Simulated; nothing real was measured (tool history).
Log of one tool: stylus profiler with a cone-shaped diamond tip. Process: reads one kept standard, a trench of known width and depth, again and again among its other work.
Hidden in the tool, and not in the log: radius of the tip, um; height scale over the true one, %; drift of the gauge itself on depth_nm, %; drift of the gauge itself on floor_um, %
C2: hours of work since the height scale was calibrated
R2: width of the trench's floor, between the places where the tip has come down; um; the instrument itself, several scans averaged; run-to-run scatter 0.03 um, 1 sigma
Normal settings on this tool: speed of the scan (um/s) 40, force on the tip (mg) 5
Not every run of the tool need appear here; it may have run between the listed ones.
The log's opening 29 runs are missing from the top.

Run 30, day 97.225: usual settings but speed of the scan (um/s) 46, force on the tip (mg) 6.64; scans with this tip 12586; C2 999. Result: depth of the trench (Å) 5061, R2 47.29 um.
Run 31, day 100.054: usual settings but speed of the scan (um/s) 72, force on the tip (mg) 12.11; scans with this tip 13037; C2 1034. Result: depth of the trench (Å) 5092.3, R2 47.19 um.
Run 32, day 102.246: usual settings but speed of the scan (um/s) 100; scans with this tip 13386; C2 1062. Result: depth of the trench (Å) 5053, R2 47.15 um.
Run 33, day 106.696: usual settings but speed of the scan (um/s) 21, force on the tip (mg) 2.07; scans with this tip 14095; C2 1118. Result: depth of the trench (Å) 5025, R2 47.25 um.
Run 34, day 110.458: usual settings but force on the tip (mg) 6.24; scans with this tip 14694; C2 1166. Result: depth of the trench (Å) 5061.5, R2 47.31 um.
Run 35, day 112.504: usual settings but force on the tip (mg) 6.24; scans with this tip 15020; C2 1192. Result: depth of the trench (Å) 5059.7, R2 47.2 um.
Run 36, day 114.717: usual settings but speed of the scan (um/s) 142, force on the tip (mg) 11.11; scans with this tip 15373; C2 1220. Result: depth of the trench (Å) 5089.2, R2 47.17 um.
Run 37, day 117.012: usual settings but speed of the scan (um/s) 142, force on the tip (mg) 11.11; scans with this tip 15739; C2 1249. Result: depth of the trench (Å) 5087.6, R2 47.2 um.
Run 38, day 121.408: usual settings but speed of the scan (um/s) 142, force on the tip (mg) 11.11; scans with this tip 16439; C2 1304. Result: depth of the trench (Å) 5084.7, R2 47.15 um.
Run 39, day 124.65: usual settings but speed of the scan (um/s) 95, force on the tip (mg) 1.99; scans with this tip 16955; C2 1345. Result: depth of the trench (Å) 5027.2, R2 47.11 um.
Run 40, day 126.908: usual settings but speed of the scan (um/s) 95, force on the tip (mg) 1.99; scans with this tip 17315; C2 1374. Result: depth of the trench (Å) 5025.8, R2 47.06 um.
At day 127.842: height scale calibrated on a step standard.
Run 41, day 129.162: usual settings but speed of the scan (um/s) 92; scans with this tip 17671; C2 17. Result: depth of the trench (Å) 5051, R2 47.19 um.
Run 42, day 133.458: usual settings but speed of the scan (um/s) 19, force on the tip (mg) 11.36; scans with this tip 18356; C2 71. Result: depth of the trench (Å) 5089.8, R2 47.31 um.
Run 43, day 136.767: usual settings but speed of the scan (um/s) 19, force on the tip (mg) 11.36; scans with this tip 18883; C2 113. Result: depth of the trench (Å) 5090.9, R2 47.3 um.
Run 44, day 139.883: usual settings but speed of the scan (um/s) 140, force on the tip (mg) 5.03; scans with this tip 19380; C2 152. Result: depth of the trench (Å) 5053.9, R2 47.11 um.
Run 45, day 142.942: usual settings but speed of the scan (um/s) 59, force on the tip (mg) 10.55; scans with this tip 19867; C2 191. Result: depth of the trench (Å) 5086.6, R2 47.28 um.
Run 46, day 147.512: usual settings but speed of the scan (um/s) 18, force on the tip (mg) 5.82; scans with this tip 20595; C2 249. Result: depth of the trench (Å) 5057.1, R2 47.29 um.

3 options for the next run, each taken on its own from the tool as it stands now. Forecast them:
Run A, day 150.288: usual settings but speed of the scan (um/s) 53, force on the tip (mg) 5.82; scans with this tip 21037; C2 284. Result: depth of the trench (Å) ?, R2 ?.
Run B, day 150.288: usual settings but speed of the scan (um/s) 30, force on the tip (mg) 3.5; scans with this tip 21037; C2 284. Result: depth of the trench (Å) ?, R2 ?.
Run C, day 150.288: usual settings but speed of the scan (um/s) 128, force on the tip (mg) 2.05; scans with this tip 21037; C2 284. Result: depth of the trench (Å) ?, R2 ?.

run  depth of the trench (Å)     R2
  A                     5057  47.26
  B                   5038.8  47.27
  C                   5029.9  46.96
Without the tool's unlogged condition, the same runs would have read:
run  depth of the trench (Å)     R2
  A                   5057.1  47.29
  B                   5038.9   47.3
  C                     5030     47
